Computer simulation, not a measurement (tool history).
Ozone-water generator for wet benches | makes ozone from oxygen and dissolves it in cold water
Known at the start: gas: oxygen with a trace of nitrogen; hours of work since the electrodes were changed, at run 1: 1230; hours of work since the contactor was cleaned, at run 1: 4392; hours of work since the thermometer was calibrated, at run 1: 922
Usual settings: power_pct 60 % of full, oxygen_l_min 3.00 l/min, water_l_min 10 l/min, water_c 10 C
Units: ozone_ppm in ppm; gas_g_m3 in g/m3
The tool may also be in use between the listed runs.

run,hour,power_pct,oxygen_l_min,water_l_min,water_c,hours of work since the electrodes were changed,hours of work since the contactor was cleaned,hours of work since the thermometer was calibrated,ozone_ppm,gas_g_m3
1,0.0,60,3.00,10,10,1230,4392,922,22.0,175.1
2,68.4,60,3.00,10,10,1298,4460,989,22.4,176.9
3,114.6,60,3.00,9,10,1343,4506,1035,24.0,176.5
4,159.9,60,3.00,9,10,1388,4551,1080,24.3,175.5
5,209.0,60,3.00,9,10,1437,4599,1129,24.0,177.1
6,282.9,60,3.85,10,10,1510,4672,1202,22.6,156.3
7,323.2,60,3.00,10,10,1550,4712,1242,22.1,176.8
8,377.1,60,1.82,10,10,1603,4766,1295,20.8,225.4
9,425.7,60,1.82,10,10,1651,4814,1343,20.7,225.8
10,499.0,60,3.03,10,10,1724,4886,1416,22.1,176.8
11,549.8,60,3.00,10,10,1774,4937,1466,22.1,177.6
12,617.3,60,3.00,10,10,1841,5004,1533,22.2,177.3
13,675.2,60,3.00,10,10,1899,5061,1590,22.4,176.8
14,719.6,60,3.00,10,10,1943,5105,1634,21.8,177.1
15,777.4,60,3.00,10,10,2000,5162,1692,22.2,180.2
16,843.9,60,3.00,10,10,2066,5228,1757,22.2,178.2
17,898.8,60,3.00,10,10,2120,5282,1812,21.8,177.9
18,969.4,44,1.60,10,10,2190,5352,1882,15.9,193.6
19,1037.4,44,1.60,10,10,2257,5420,1949,15.8,192.1
20,1092.9,66,5.06,16,17,2312,5475,2004,15.5,150.3
21,1147.5,95,2.39,10,6,2366,5529,2058,32.1,286.7
# hour 1153.1: gauge calibrated
22,1191.9,95,2.39,10,6,2410,5573,2102,32.5,279.1
23,1234.8,69,2.26,10,15,2453,5615,2145,22.7,224.0
24,1274.7,60,5.13,10,10,2492,5655,2184,22.5,133.5
25,1316.1,54,2.14,10,9,2533,5696,2225,19.8,192.9
26,1349.5,43,2.77,10,10,2566,5729,2258,16.9,141.5
27,1393.1,52,4.80,7,10,2610,5772,2301,25.2,123.4
28,1447.3,47,2.21,8,7,2663,5826,2355,22.3,169.6
29,1517.2,51,3.00,11,10,2732,5895,2424,18.1,156.4
30,1578.8,51,1.77,8,10,2793,5956,2485,22.1,201.7
31,1627.2,60,3.00,10,9,2841,6004,2533,22.2,178.2
32,1684.9,60,3.00,10,9,2899,6061,2590,22.5,178.1
33,1730.4,65,3.00,10,9,2944,6106,2635,23.8,187.9

4 ways to go on from here, each from the tool as it stands after run 33. What would each give?
A,1786.3,68,1.51,15,9,2999,6161,2691,?,?
B,1786.3,94,1.57,10,10,2999,6161,2691,?,?
C,1786.3,45,3.00,10,10,2999,6161,2691,?,?
D,1786.3,48,3.00,14,13,2999,6161,2691,?,?

run,ozone_ppm,gas_g_m3
A,14.6,277.1
B,28.7,345.7
C,17.8,142.8
D,13.4,148.6
Without the tool's hidden state the same runs would have given:
run,ozone_ppm,gas_g_m3
A,14.6,272.9
B,28.8,340.5
C,17.8,140.5
D,13.5,146.3

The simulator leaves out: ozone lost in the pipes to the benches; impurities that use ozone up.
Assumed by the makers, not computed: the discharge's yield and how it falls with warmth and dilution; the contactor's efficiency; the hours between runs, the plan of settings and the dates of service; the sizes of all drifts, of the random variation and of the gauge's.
